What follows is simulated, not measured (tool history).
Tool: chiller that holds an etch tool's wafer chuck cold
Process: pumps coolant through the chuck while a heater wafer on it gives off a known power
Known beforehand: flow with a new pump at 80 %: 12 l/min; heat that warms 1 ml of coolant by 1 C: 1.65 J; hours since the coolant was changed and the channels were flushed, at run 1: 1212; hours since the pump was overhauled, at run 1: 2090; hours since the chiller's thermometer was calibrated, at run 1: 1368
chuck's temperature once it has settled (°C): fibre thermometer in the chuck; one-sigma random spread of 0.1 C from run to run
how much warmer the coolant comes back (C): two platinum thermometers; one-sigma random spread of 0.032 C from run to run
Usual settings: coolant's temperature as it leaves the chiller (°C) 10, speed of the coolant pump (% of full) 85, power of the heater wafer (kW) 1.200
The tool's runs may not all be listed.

run	hour	coolant's temperature as it leaves the chiller (°C)	speed of the coolant pump (% of full)	power of the heater wafer (kW)	hours since the coolant was changed and the channels were flushed	hours since the pump was overhauled	hours since the chiller's thermometer was calibrated	chuck's temperature once it has settled (°C)	how much warmer the coolant comes back (C)
1	0.0	10	85	1.200	1212	2090	1368	18.0	3.38
2	39.9	2	85	1.200	1252	2130	1408	10.1	3.40
3	99.5	10	85	1.200	1311	2189	1467	17.7	3.37
4	126.7	10	85	1.200	1338	2216	1494	17.9	3.42
5	169.4	10	85	1.200	1381	2259	1537	18.2	3.42
6	200.1	10	85	1.200	1412	2290	1568	18.0	3.41
7	260.1	10	85	1.200	1472	2350	1628	18.0	3.34
8	302.1	10	85	1.592	1514	2392	1670	20.6	4.47
9	341.7	10	85	1.592	1554	2431	1709	20.5	4.49
10	395.1	10	85	1.592	1607	2485	1763	20.4	4.42
11	445.3	10	85	1.592	1657	2535	1813	20.4	4.44
12	483.7	10	89	1.200	1695	2573	1851	17.5	3.20
13	532.8	10	89	1.200	1745	2622	1900	17.7	3.13
14	592.9	4	85	1.200	1805	2683	1961	12.0	3.32
15	623.1	4	85	1.200	1835	2713	1991	11.9	3.30
16	650.8	4	85	1.200	1863	2740	2018	11.9	3.22
17	713.0	2	89	0.774	1925	2803	2081	7.1	1.92
18	772.4	11	85	1.404	1984	2862	2140	20.3	3.84
19	803.2	11	85	1.404	2015	2893	2171	20.2	3.82
20	843.0	14	74	1.404	2055	2933	2211	24.5	4.39
21	872.7	14	74	1.404	2084	2962	2240	24.6	4.35
22	917.7	14	74	1.404	2129	3007	2285	24.4	4.37
23	976.1	20	85	1.200	2188	3066	2344	28.0	3.16
24	1010.0	0	91	1.200	2222	3100	2378	7.4	2.89
25	1056.5	0	91	1.200	2268	3146	2424	7.6	2.93
26	1111.2	0	85	1.724	2323	3201	2479	11.4	4.63
27	1157.8	18	87	0.955	2370	3247	2525	24.2	2.38
28	1200.0	18	85	0.689	2412	3290	2568	22.6	1.70
29	1240.3	10	82	0.879	2452	3330	2608	15.9	2.32
30	1277.8	10	85	1.036	2490	3367	2645	16.7	2.61
31	1325.9	10	72	1.036	2538	3416	2694	17.9	3.18

Here are 4 independent what-if runs from the current tool condition. What would each one return?
A	1369.0	18	91	1.362	2581	3459	2737	?	?
B	1369.0	9	84	0.893	2581	3459	2737	?	?
C	1369.0	0	94	0.847	2581	3459	2737	?	?
D	1369.0	15	85	1.200	2581	3459	2737	?	?

run	chuck's temperature once it has settled (°C)	how much warmer the coolant comes back (C)
A	26.3	3.27
B	14.8	2.20
C	5.3	1.78
D	22.8	3.00
What these runs would have given with no unlogged condition in the tool:
run	chuck's temperature once it has settled (°C)	how much warmer the coolant comes back (C)
A	26.3	3.63
B	14.8	2.55
C	5.3	2.14
D	22.8	3.35
